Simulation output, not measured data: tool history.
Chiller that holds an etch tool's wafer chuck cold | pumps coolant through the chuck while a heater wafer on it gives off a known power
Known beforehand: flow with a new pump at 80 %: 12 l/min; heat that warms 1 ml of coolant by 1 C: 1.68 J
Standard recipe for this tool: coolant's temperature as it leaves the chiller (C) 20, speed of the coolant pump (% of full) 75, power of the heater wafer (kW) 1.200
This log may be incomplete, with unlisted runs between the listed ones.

run   hour  coolant's temperature as it leaves the chiller (C)  speed of the coolant pump (% of full)  power of the heater wafer (kW)  chuck's temperature once it has settled (C)  how much warmer the coolant comes back (C)
  1    0.0                                                  20                                     75                           1.200                                         32.8                                        3.85
  2   20.1                                                  20                                     75                           1.200                                         33.0                                        3.87
  3   48.9                                                  20                                     75                           1.200                                         32.7                                        3.93
  4   85.3                                                  20                                     75                           1.200                                         32.9                                        3.93
  5  120.7                                                  20                                     75                           1.200                                         32.9                                        3.84
  6  156.4                                                  20                                     62                           1.200                                         34.8                                        4.81
  7  175.7                                                  20                                     92                           1.200                                         31.4                                        3.06
  8  208.9                                                  20                                     92                           1.200                                         31.2                                        3.09
  9  249.0                                                  20                                     92                           1.200                                         31.1                                        3.09
 10  278.3                                                  29                                     61                           1.200                                         44.0                                        4.93
 11  311.2                                                  29                                     61                           1.200                                         44.0                                        4.98
 12  328.5                                                  29                                     61                           1.200                                         44.0                                        4.89
 13  349.1                                                  29                                     61                           1.200                                         44.0                                        4.95
 14  387.5                                                  24                                     62                           1.200                                         39.0                                        4.79
 15  406.8                                                  24                                     62                           1.200                                         38.8                                        4.88
 16  440.8                                                  20                                     96                           1.081                                         29.9                                        2.67
 17  460.5                                                  14                                     85                           1.032                                         24.3                                        2.93

Alternative continuations, all from the tool just after run 17; predict every row:
  A  494.7                                                  24                                     75                           1.419                                            ?                                           ?
  B  494.7                                                  15                                     74                           1.492                                            ?                                           ?
  C  494.7                                                  14                                     85                           1.087                                            ?                                           ?
  D  494.7                                                  12                                     99                           0.876                                            ?                                           ?

run  chuck's temperature once it has settled (C)  how much warmer the coolant comes back (C)
  A                                         39.6                                        4.63
  B                                         31.3                                        4.96
  C                                         25.0                                        3.08
  D                                         19.6                                        2.04
Without the tool's hidden state the same runs would have given:
run  chuck's temperature once it has settled (C)  how much warmer the coolant comes back (C)
  A                                         38.5                                        4.56
  B                                         30.3                                        4.89
  C                                         24.3                                        3.04
  D                                         19.0                                        2.01
